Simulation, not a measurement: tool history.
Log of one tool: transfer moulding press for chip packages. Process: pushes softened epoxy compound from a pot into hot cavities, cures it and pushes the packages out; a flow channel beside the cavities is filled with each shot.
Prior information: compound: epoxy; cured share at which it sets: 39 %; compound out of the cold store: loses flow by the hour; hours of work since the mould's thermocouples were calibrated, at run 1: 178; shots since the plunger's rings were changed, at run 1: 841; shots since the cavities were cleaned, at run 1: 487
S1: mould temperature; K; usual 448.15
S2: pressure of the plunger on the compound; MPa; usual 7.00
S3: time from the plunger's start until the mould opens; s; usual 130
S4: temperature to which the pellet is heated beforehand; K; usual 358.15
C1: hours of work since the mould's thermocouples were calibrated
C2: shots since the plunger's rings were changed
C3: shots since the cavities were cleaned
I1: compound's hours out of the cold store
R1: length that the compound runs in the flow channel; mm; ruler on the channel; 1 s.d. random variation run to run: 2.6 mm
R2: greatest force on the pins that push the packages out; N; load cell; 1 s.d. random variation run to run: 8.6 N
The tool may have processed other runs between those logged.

| run | hour | S1 | S2 | S3 | S4 | C1 | C2 | C3 | I1 | R1 | R2 |
|---|---|---|---|---|---|---|---|---|---|---|---|
| 1 | 0.0 | 448.15 | 7.00 | 130 | 358.15 | 178 | 841 | 487 | 12.9 | 695 | 379 |
| 2 | 8.4 | 448.15 | 7.00 | 130 | 358.15 | 182 | 907 | 553 | 24.5 | 664 | 384 |
| 3 | 18.2 | 448.15 | 7.00 | 130 | 358.15 | 187 | 984 | 630 | 11.5 | 695 | 398 |
| 4 | 26.4 | 448.15 | 7.00 | 130 | 358.15 | 191 | 1049 | 695 | 27.5 | 654 | 381 |
|  | 29.8 | cavities cleaned with cleaning compound and waxed |
| 5 | 43.1 | 448.15 | 7.00 | 130 | 358.15 | 199 | 1168 | 104 | 10.3 | 696 | 374 |
| 6 | 55.4 | 448.15 | 7.00 | 130 | 358.15 | 205 | 1265 | 201 | 12.5 | 692 | 379 |
| 7 | 71.4 | 448.15 | 7.00 | 130 | 358.15 | 214 | 1390 | 326 | 25.8 | 656 | 377 |
| 8 | 82.0 | 448.15 | 7.00 | 130 | 358.15 | 219 | 1474 | 410 | 23.1 | 661 | 380 |
| 9 | 97.1 | 449.15 | 6.66 | 136 | 357.15 | 227 | 1592 | 528 | 30.5 | 627 | 359 |
| 10 | 104.6 | 448.15 | 6.70 | 130 | 358.15 | 231 | 1651 | 587 | 25.8 | 644 | 391 |
| 11 | 119.0 | 448.15 | 6.70 | 130 | 358.15 | 238 | 1764 | 700 | 35.6 | 620 | 375 |
|  | 122.1 | cavities cleaned with cleaning compound and waxed |
| 12 | 136.2 | 448.15 | 7.00 | 130 | 363.15 | 246 | 1888 | 112 | 9.5 | 695 | 379 |
| 13 | 147.9 | 448.15 | 7.00 | 130 | 363.15 | 252 | 1980 | 204 | 14.6 | 686 | 381 |
| 14 | 162.7 | 454.15 | 7.00 | 130 | 358.15 | 260 | 2096 | 320 | 42.9 | 599 | 334 |
| 15 | 172.7 | 454.15 | 7.00 | 130 | 358.15 | 265 | 2174 | 398 | 16.0 | 657 | 343 |

Predict each of these 4 candidate next runs independently; none follows another, all start after run 15:
| A | 187.3 | 442.15 | 8.71 | 141 | 358.15 | 272 | 2289 | 513 | 28.8 | ? | ? |
| B | 187.3 | 448.15 | 7.00 | 161 | 358.15 | 272 | 2289 | 513 | 11.3 | ? | ? |
| C | 187.3 | 448.15 | 7.00 | 116 | 359.15 | 272 | 2289 | 513 | 12.3 | ? | ? |
| D | 187.3 | 448.15 | 5.61 | 130 | 358.15 | 272 | 2289 | 513 | 17.4 | ? | ? |

| run | R1 | R2 |
|---|---|---|
| A | 755 | 459 |
| B | 695 | 343 |
| C | 691 | 445 |
| D | 606 | 388 |
Take away the tool's hidden state, keep each run's random variation, and the runs would have read:
| run | R1 | R2 |
|---|---|---|
| A | 756 | 455 |
| B | 696 | 340 |
| C | 692 | 441 |
| D | 606 | 385 |
